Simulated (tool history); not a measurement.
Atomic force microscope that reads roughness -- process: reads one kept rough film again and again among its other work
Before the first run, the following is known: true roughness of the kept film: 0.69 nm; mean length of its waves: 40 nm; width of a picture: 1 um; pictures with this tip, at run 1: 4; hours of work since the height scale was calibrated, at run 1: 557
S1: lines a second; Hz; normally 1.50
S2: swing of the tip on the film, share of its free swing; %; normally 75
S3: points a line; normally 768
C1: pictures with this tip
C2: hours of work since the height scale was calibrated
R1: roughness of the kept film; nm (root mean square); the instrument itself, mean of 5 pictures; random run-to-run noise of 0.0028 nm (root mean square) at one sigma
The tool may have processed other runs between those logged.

Run 1, day 0.000: usual settings; C1 4; C2 557. Result: R1 0.655 nm (root mean square).
Run 2, day 2.204: usual settings; C1 56; C2 584. Result: R1 0.652 nm (root mean square).
Run 3, day 3.996: usual settings but S1 1.98 Hz; C1 98; C2 605. Result: R1 0.636 nm (root mean square).
At day 5.246: new tip fitted.
Run 4, day 6.462: usual settings but S1 1.98 Hz; C1 28; C2 635. Result: R1 0.646 nm (root mean square).
Run 5, day 7.625: usual settings but S1 1.98 Hz; C1 55; C2 649. Result: R1 0.644 nm (root mean square).
Run 6, day 10.075: usual settings but S1 1.98 Hz; C1 113; C2 678. Result: R1 0.636 nm (root mean square).
At day 10.725: new tip fitted.
Run 7, day 12.517: usual settings but S1 1.98 Hz, S2 81 %; C1 42; C2 707. Result: R1 0.632 nm (root mean square).
Run 8, day 14.833: usual settings but S1 1.98 Hz, S2 81 %; C1 96; C2 735. Result: R1 0.620 nm (root mean square).
At day 16.079: new tip fitted.
Run 9, day 16.762: usual settings but S2 63 %; C1 16; C2 758. Result: R1 0.667 nm (root mean square).
Run 10, day 18.821: usual settings but S2 63 %; C1 64; C2 783. Result: R1 0.662 nm (root mean square).
Run 11, day 20.979: usual settings; C1 115; C2 809. Result: R1 0.639 nm (root mean square).
At day 21.475: new tip fitted.
Run 12, day 22.812: usual settings; C1 31; C2 831. Result: R1 0.656 nm (root mean square).
Run 13, day 24.471: usual settings but S1 1.93 Hz; C1 70; C2 851. Result: R1 0.640 nm (root mean square).
Run 14, day 25.762: usual settings but S1 1.93 Hz; C1 100; C2 866. Result: R1 0.637 nm (root mean square).
At day 26.958: new tip fitted.
Run 15, day 27.383: usual settings but S1 2.08 Hz, S3 636; C1 10; C2 886. Result: R1 0.651 nm (root mean square).
Run 16, day 29.083: usual settings but S1 2.08 Hz, S3 636; C1 49; C2 906. Result: R1 0.644 nm (root mean square).
Run 17, day 30.354: usual settings but S1 2.08 Hz, S3 636; C1 79; C2 921. Result: R1 0.640 nm (root mean square).
Run 18, day 31.958: usual settings but S1 3.90 Hz, S2 76 %; C1 117; C2 941. Result: R1 0.607 nm (root mean square).
At day 32.371: new tip fitted.
Run 19, day 33.346: usual settings but S1 3.90 Hz, S2 76 %; C1 23; C2 957. Result: R1 0.617 nm (root mean square).
Run 20, day 35.467: usual settings but S1 3.90 Hz, S2 76 %; C1 72; C2 983. Result: R1 0.613 nm (root mean square).
At day 37.683: new tip fitted.
Run 21, day 37.683: usual settings but S1 3.90 Hz, S2 76 %; C1 0; C2 1009. Result: R1 0.625 nm (root mean square).
Run 22, day 40.204: usual settings but S1 3.98 Hz, S2 62 %, S3 965; C1 59; C2 1040. Result: R1 0.646 nm (root mean square).
Run 23, day 41.546: usual settings but S1 0.57 Hz, S2 56 %, S3 281; C1 90; C2 1056. Result: R1 0.662 nm (root mean square).
At day 43.042: new tip fitted.
Run 24, day 44.025: usual settings but S1 2.36 Hz; C1 23; C2 1085. Result: R1 0.646 nm (root mean square).
Run 25, day 46.012: usual settings but S1 1.35 Hz, S2 60 %; C1 69; C2 1109. Result: R1 0.667 nm (root mean square).
Run 26, day 47.521: usual settings but S1 1.35 Hz, S2 86 %, S3 311; C1 104; C2 1128. Result: R1 0.626 nm (root mean square).

Branching from run 26: 4 alternative next runs. What would each branch give?
At day 48.367: new tip fitted.
Run A, day 48.642: usual settings but S1 2.72 Hz, S2 86 %, S3 311; C1 6; C2 1141. Result: R1 ?.
At day 48.367: new tip fitted.
Run B, day 48.642: usual settings but S2 63 %; C1 6; C2 1141. Result: R1 ?.
At day 48.367: new tip fitted.
Run C, day 48.642: usual settings but S2 57 %; C1 6; C2 1141. Result: R1 ?.
At day 48.367: new tip fitted.
Run D, day 48.642: usual settings but S2 59 %; C1 6; C2 1141. Result: R1 ?.

run     R1
  A  0.614
  B  0.665
  C  0.676
  D  0.677
Stripped of hidden state, with their random variation kept, the same runs would have yielded:
run     R1
  A  0.606
  B  0.657
  C  0.668
  D  0.668

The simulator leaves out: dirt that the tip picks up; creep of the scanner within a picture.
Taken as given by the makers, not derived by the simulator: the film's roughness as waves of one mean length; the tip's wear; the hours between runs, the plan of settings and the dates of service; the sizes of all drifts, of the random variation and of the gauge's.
